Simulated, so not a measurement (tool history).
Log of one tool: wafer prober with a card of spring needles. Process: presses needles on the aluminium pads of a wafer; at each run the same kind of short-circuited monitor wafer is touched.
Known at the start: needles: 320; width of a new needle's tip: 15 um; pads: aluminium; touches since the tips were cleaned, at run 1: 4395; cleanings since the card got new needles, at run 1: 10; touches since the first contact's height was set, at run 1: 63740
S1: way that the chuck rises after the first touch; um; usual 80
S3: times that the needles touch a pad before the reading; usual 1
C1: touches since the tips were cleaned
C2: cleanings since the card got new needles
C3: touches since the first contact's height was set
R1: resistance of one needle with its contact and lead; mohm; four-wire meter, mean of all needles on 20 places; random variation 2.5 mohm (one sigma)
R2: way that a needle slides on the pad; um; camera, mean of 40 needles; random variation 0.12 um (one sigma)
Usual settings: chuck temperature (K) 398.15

run 1 hour=0 | S1=80 chuck_temperature_(K)=398.15 S3=1 | C1=4395 C2=10 C3=63740 | R1=304 R2=19.68
-- hour=5.7 tips cleaned on abrasive film
run 2 hour=13.9 | S1=80 chuck_temperature_(K)=398.15 S3=1 | C1=1402 C2=11 C3=66111 | R1=301 R2=19.44
-- hour=35.6 tips cleaned on abrasive film
run 3 hour=36.5 | S1=80 chuck_temperature_(K)=398.15 S3=1 | C1=149 C2=12 C3=69983 | R1=288 R2=19.59
run 4 hour=45.9 | S1=80 chuck_temperature_(K)=398.15 S3=1 | C1=1769 C2=12 C3=71603 | R1=299 R2=19.72
-- hour=65.3 tips cleaned on abrasive film
run 5 hour=66.5 | S1=80 chuck_temperature_(K)=398.15 S3=1 | C1=201 C2=13 C3=75136 | R1=288 R2=19.58
run 6 hour=87.8 | S1=80 chuck_temperature_(K)=398.15 S3=1 | C1=3871 C2=13 C3=78806 | R1=304 R2=19.62
-- hour=95.4 tips cleaned on abrasive film
run 7 hour=97.6 | S1=80 chuck_temperature_(K)=398.15 S3=2 | C1=385 C2=14 C3=80478 | R1=291 R2=19.47
run 8 hour=120 | S1=80 chuck_temperature_(K)=398.15 S3=2 | C1=4229 C2=14 C3=84322 | R1=299 R2=19.66
-- hour=125.8 tips cleaned on abrasive film
run 9 hour=142 | S1=80 chuck_temperature_(K)=398.15 S3=2 | C1=2792 C2=15 C3=88099 | R1=295 R2=19.61
run 10 hour=151.5 | S1=80 chuck_temperature_(K)=398.15 S3=2 | C1=4431 C2=15 C3=89738 | R1=289 R2=19.68
-- hour=155.6 tips cleaned on abrasive film
run 11 hour=167.7 | S1=80 chuck_temperature_(K)=300.15 S3=2 | C1=2096 C2=16 C3=92512 | R1=266 R2=19.57
run 12 hour=181.9 | S1=80 chuck_temperature_(K)=362.15 S3=1 | C1=4535 C2=16 C3=94951 | R1=298 R2=19.37
-- hour=185 tips cleaned on abrasive film
run 13 hour=194.7 | S1=80 chuck_temperature_(K)=362.15 S3=1 | C1=1679 C2=17 C3=97140 | R1=288 R2=19.49
run 14 hour=207.7 | S1=80 chuck_temperature_(K)=362.15 S3=1 | C1=3908 C2=17 C3=99369 | R1=296 R2=19.51
-- hour=215.6 tips cleaned on abrasive film
run 15 hour=228.1 | S1=80 chuck_temperature_(K)=362.15 S3=1 | C1=2146 C2=18 C3=102862 | R1=292 R2=19.51
-- hour=245.8 tips cleaned on abrasive film
run 16 hour=245.8 | S1=80 chuck_temperature_(K)=375.15 S3=2 | C1=0 C2=19 C3=105905 | R1=279 R2=19.65
run 17 hour=262.8 | S1=92 chuck_temperature_(K)=321.15 S3=1 | C1=2919 C2=19 C3=108824 | R1=281 R2=22.52
-- hour=275.5 tips cleaned on abrasive film
run 18 hour=276.1 | S1=92 chuck_temperature_(K)=321.15 S3=1 | C1=98 C2=20 C3=111093 | R1=266 R2=22.49
run 19 hour=288.2 | S1=92 chuck_temperature_(K)=321.15 S3=1 | C1=2183 C2=20 C3=113178 | R1=273 R2=22.42
run 20 hour=298.4 | S1=80 chuck_temperature_(K)=398.15 S3=3 | C1=3946 C2=20 C3=114941 | R1=288 R2=19.61
-- hour=306.3 tips cleaned on abrasive film
run 21 hour=313 | S1=80 chuck_temperature_(K)=339.15 S3=3 | C1=1161 C2=21 C3=117442 | R1=270 R2=19.59
run 22 hour=335 | S1=66 chuck_temperature_(K)=383.15 S3=2 | C1=4947 C2=21 C3=121228 | R1=300 R2=16.09
-- hour=336.7 tips cleaned on abrasive film
run 23 hour=354.4 | S1=66 chuck_temperature_(K)=312.15 S3=1 | C1=3045 C2=22 C3=124544 | R1=292 R2=15.75
-- hour=366.2 tips cleaned on abrasive film
run 24 hour=377 | S1=66 chuck_temperature_(K)=312.15 S3=1 | C1=1862 C2=23 C3=128415 | R1=284 R2=16.03

3 ways to go on from here, each from the tool as it stands after run 24. What would each give?
-- hour=395.7 tips cleaned on abrasive film
run A hour=395.7 | S1=77 chuck_temperature_(K)=398.15 S3=2 | C1=0 C2=24 C3=131619 | R1=? R2=?
-- hour=395.7 tips cleaned on abrasive film
run B hour=395.7 | S1=71 chuck_temperature_(K)=351.15 S3=2 | C1=0 C2=24 C3=131619 | R1=? R2=?
-- hour=395.7 tips cleaned on abrasive film
run C hour=395.7 | S1=84 chuck_temperature_(K)=312.15 S3=1 | C1=0 C2=24 C3=131619 | R1=? R2=?

run=A R1=289 R2=18.58
run=B R1=279 R2=17.09
run=C R1=266 R2=20.39
Without the tool's hidden state the same runs would have given:
run=A R1=287 R2=19.1
run=B R1=277 R2=17.61
run=C R1=263 R2=20.91

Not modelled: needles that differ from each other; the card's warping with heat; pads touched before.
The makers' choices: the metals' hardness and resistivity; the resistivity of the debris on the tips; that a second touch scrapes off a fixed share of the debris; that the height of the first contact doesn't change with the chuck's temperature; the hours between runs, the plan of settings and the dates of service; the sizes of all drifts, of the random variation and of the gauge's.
